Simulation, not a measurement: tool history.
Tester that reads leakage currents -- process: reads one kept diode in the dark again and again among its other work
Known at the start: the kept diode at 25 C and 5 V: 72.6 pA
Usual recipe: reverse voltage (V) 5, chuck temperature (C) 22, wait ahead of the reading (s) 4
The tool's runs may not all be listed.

run,day,reverse voltage (V),chuck temperature (C),wait ahead of the reading (s),current that the tester gives (pA)
1,0,5,22,4,52.05
2,4.642,5,22,4,51.89
# day 8.375: chuck's temperature calibrated
3,9.683,5,22,4,57.31
4,14.529,5,22,4,56.99
5,17.975,5,22,4,57.37
# day 18.596: tester calibrated
6,20.608,5,22,4,57.73
7,25.125,5,22,4,57.44
8,27.742,5,22,0.72,58.75
9,32.292,5,22,0.72,58.37
10,37.25,5,22,0.72,58.95
11,42.158,5,47,4,368.79
12,45.304,5,22,4,57.07
13,48.521,2.5,22,4,38.41
14,52.054,5,22,3.49,56.96
15,54.792,5,22,3.49,56.88
16,58.188,5,22,0.45,58.72
17,61.429,5,22,0.45,58.71
18,65.325,5,22,0.44,58.86
19,68.65,5,22,0.44,58.05
20,73.162,3.88,22,0.44,50.43
21,77.858,5,22,0.61,57.62
22,82.95,1.38,35,4.03,72.84
23,86.3,7.15,33,0.92,159.99
24,89.175,6.27,33,3.32,147.97
25,93.833,19.84,36,2.4,351.78
26,96.529,2.17,22,4,34.28
27,100.696,5,31,4,111.41
28,103.396,5,22,0.91,56.5
29,107.258,5,22,0.91,56.03
30,109.808,12.35,22,0.91,95.34
31,114.529,1.1,47,4,149.18
32,117.583,4.18,31,5.29,99.7
33,122.225,5,43,4,263.21
34,125.667,3.81,28,2.53,74.65
35,128.471,1.76,49,2.09,221.36
36,131.771,5,27,4,80.16
37,135.129,5,27,4,80.31
38,138.817,5,22,0.44,56.43
39,144.654,5,22,0.44,56.03
40,148.775,6.91,24,0.35,79.67

Consider 3 possible next runs. They are alternatives, not a sequence: every one starts from the tool as it was left by run 40. What does each give?
# day 149.217: chuck's temperature calibrated
A,152.867,1.87,22,4,?
# day 149.217: chuck's temperature calibrated
B,152.867,5.91,51,2.41,?
# day 149.217: chuck's temperature calibrated
C,152.867,14.02,24,0.59,?

run,current that the tester gives (pA)
A,33.4
B,533.21
C,130.11
With the hidden condition removed and each run's random variation left untouched, the same runs would have given:
run,current that the tester gives (pA)
A,32.94
B,538.28
C,124.74

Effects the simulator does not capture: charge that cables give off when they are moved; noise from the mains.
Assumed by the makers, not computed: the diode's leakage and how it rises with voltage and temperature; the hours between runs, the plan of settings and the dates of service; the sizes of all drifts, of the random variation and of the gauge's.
